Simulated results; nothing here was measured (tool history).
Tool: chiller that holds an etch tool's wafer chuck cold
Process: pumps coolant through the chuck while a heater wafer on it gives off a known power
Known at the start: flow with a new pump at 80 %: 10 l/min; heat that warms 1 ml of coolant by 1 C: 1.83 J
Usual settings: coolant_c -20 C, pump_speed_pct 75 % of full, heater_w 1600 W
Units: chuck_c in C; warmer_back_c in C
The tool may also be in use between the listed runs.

run 1 day=0.000 | coolant_c=-20 pump_speed_pct=75 heater_w=1600 | chuck_c=-7.5 warmer_back_c=5.64
run 2 day=4.450 | coolant_c=-20 pump_speed_pct=75 heater_w=1583 | chuck_c=-7.9 warmer_back_c=5.65
-- day=7.342 chiller's thermometer calibrated
run 3 day=8.167 | coolant_c=-20 pump_speed_pct=75 heater_w=1583 | chuck_c=-7.9 warmer_back_c=5.62
run 4 day=12.742 | coolant_c=-20 pump_speed_pct=75 heater_w=1600 | chuck_c=-7.7 warmer_back_c=5.73
run 5 day=16.404 | coolant_c=-20 pump_speed_pct=75 heater_w=1600 | chuck_c=-7.7 warmer_back_c=5.71
run 6 day=21.096 | coolant_c=-20 pump_speed_pct=75 heater_w=1600 | chuck_c=-7.8 warmer_back_c=5.64
run 7 day=23.846 | coolant_c=-20 pump_speed_pct=75 heater_w=1600 | chuck_c=-7.8 warmer_back_c=5.75
run 8 day=26.392 | coolant_c=-20 pump_speed_pct=75 heater_w=1600 | chuck_c=-7.9 warmer_back_c=5.72
run 9 day=28.754 | coolant_c=-20 pump_speed_pct=75 heater_w=1600 | chuck_c=-7.8 warmer_back_c=5.67
run 10 day=32.588 | coolant_c=-20 pump_speed_pct=75 heater_w=1600 | chuck_c=-7.9 warmer_back_c=5.74
run 11 day=34.629 | coolant_c=-20 pump_speed_pct=75 heater_w=1288 | chuck_c=-10.2 warmer_back_c=4.67
run 12 day=36.775 | coolant_c=-15 pump_speed_pct=69 heater_w=1282 | chuck_c=-4.5 warmer_back_c=5.05
run 13 day=41.058 | coolant_c=-20 pump_speed_pct=75 heater_w=1472 | chuck_c=-8.8 warmer_back_c=5.33
run 14 day=44.883 | coolant_c=-29 pump_speed_pct=76 heater_w=1654 | chuck_c=-16.6 warmer_back_c=5.87
run 15 day=49.329 | coolant_c=-29 pump_speed_pct=76 heater_w=1654 | chuck_c=-16.5 warmer_back_c=5.85
run 16 day=52.908 | coolant_c=-21 pump_speed_pct=66 heater_w=2157 | chuck_c=-3.2 warmer_back_c=8.87
run 17 day=56.442 | coolant_c=-17 pump_speed_pct=93 heater_w=1600 | chuck_c=-6.3 warmer_back_c=4.68
run 18 day=60.625 | coolant_c=-17 pump_speed_pct=93 heater_w=1600 | chuck_c=-6.6 warmer_back_c=4.71
run 19 day=63.662 | coolant_c=-17 pump_speed_pct=93 heater_w=1600 | chuck_c=-6.5 warmer_back_c=4.71
run 20 day=67.221 | coolant_c=-13 pump_speed_pct=92 heater_w=1600 | chuck_c=-2.4 warmer_back_c=4.78
run 21 day=71.733 | coolant_c=-13 pump_speed_pct=92 heater_w=1600 | chuck_c=-2.2 warmer_back_c=4.78
run 22 day=75.417 | coolant_c=-18 pump_speed_pct=75 heater_w=841 | chuck_c=-11.7 warmer_back_c=3.25

Measured less the same run without the tool's hidden state. The same run-to-run variation is in both; the gauge's scatter may not be:
The hidden state here: heat passed by the chuck's channels, % of clean ones'; flow at a given pump speed, % of a new pump's; coolant's true temperature over the reading, C; drift of the gauge itself on chuck_c, C; drift of the gauge itself on warmer_back_c, C.
run=1 warmer_back_c=+0.00
run=2 warmer_back_c=+0.02
run=3 warmer_back_c=+0.03
run=4 warmer_back_c=+0.05
run=5 warmer_back_c=+0.06
run=6 warmer_back_c=+0.08
run=7 warmer_back_c=+0.08
run=8 warmer_back_c=+0.10
run=9 warmer_back_c=+0.11
run=10 warmer_back_c=+0.12
run=11 warmer_back_c=+0.13
run=12 warmer_back_c=+0.13
run=13 warmer_back_c=+0.15
run=14 warmer_back_c=+0.17
run=15 warmer_back_c=+0.18
run=16 warmer_back_c=+0.20
run=17 warmer_back_c=+0.20
run=18 warmer_back_c=+0.23
run=19 warmer_back_c=+0.23
run=20 warmer_back_c=+0.24
run=21 warmer_back_c=+0.27
run=22 warmer_back_c=+0.28
chuck_c: within 0.1 C of the measured result in every run.
